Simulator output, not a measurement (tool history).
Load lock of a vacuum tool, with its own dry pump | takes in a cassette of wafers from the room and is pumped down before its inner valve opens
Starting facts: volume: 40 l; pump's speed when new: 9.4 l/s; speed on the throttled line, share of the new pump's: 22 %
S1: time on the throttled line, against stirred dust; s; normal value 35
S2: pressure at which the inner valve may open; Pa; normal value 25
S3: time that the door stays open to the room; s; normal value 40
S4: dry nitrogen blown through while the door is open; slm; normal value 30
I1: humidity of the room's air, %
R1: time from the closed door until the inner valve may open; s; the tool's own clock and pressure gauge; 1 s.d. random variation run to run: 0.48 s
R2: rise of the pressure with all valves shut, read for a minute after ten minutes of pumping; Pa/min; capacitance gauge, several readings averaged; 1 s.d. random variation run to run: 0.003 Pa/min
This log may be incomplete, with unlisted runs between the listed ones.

run 1 day=0 | S1=35 S2=25 S3=40 S4=30 | I1=45.2 | R1=62.7 R2=0.027
run 2 day=6.45 | S1=66 S2=25 S3=40 S4=30 | I1=45.3 | R1=86.1 R2=0.028
run 3 day=12.092 | S1=66 S2=25 S3=40 S4=30 | I1=46.7 | R1=87.3 R2=0.027
run 4 day=19.004 | S1=66 S2=25 S3=40 S4=30 | I1=43.3 | R1=87 R2=0.024
run 5 day=26.846 | S1=35 S2=25 S3=40 S4=42 | I1=47.4 | R1=62.9 R2=0.023
run 6 day=33.571 | S1=49 S2=25 S3=40 S4=30 | I1=46.8 | R1=73.6 R2=0.029
run 7 day=39.912 | S1=49 S2=25 S3=40 S4=30 | I1=42.8 | R1=73.6 R2=0.027
run 8 day=46.471 | S1=35 S2=49 S3=40 S4=30 | I1=46.5 | R1=60.3 R2=0.031
run 9 day=54.354 | S1=35 S2=41 S3=40 S4=30 | I1=41.8 | R1=60.3 R2=0.024
run 10 day=61.129 | S1=35 S2=41 S3=40 S4=30 | I1=45.5 | R1=60.2 R2=0.024
run 11 day=65.854 | S1=27 S2=25 S3=40 S4=7 | I1=48 | R1=56.5 R2=0.059
run 12 day=70.175 | S1=27 S2=25 S3=40 S4=7 | I1=40.7 | R1=56.1 R2=0.046
run 13 day=74.212 | S1=59 S2=32 S3=74 S4=23 | I1=41.3 | R1=80.8 R2=0.035
run 14 day=77.775 | S1=33 S2=32 S3=53 S4=23 | I1=48.9 | R1=59.6 R2=0.043
run 15 day=83.533 | S1=37 S2=28 S3=83 S4=30 | I1=42.5 | R1=63.5 R2=0.035
run 16 day=89.292 | S1=37 S2=28 S3=83 S4=30 | I1=44.1 | R1=64 R2=0.034
run 17 day=96.554 | S1=28 S2=20 S3=27 S4=10 | I1=43.5 | R1=58 R2=0.044

Alternative continuations, all from the tool just after run 17; predict every row:
run A day=99.833 | S1=35 S2=41 S3=189 S4=12 | I1=45 | R1=? R2=?
run B day=99.833 | S1=28 S2=33 S3=109 S4=10 | I1=45.8 | R1=? R2=?
run C day=99.833 | S1=28 S2=23 S3=27 S4=27 | I1=42.9 | R1=? R2=?

run=A R1=60.1 R2=0.073
run=B R1=55.7 R2=0.067
run=C R1=57.9 R2=0.021
The same runs, with their run-to-run variation unchanged, on a tool lacking any hidden condition would have given:
run=A R1=60 R2=0.072
run=B R1=55.7 R2=0.066
run=C R1=57.9 R2=0.021
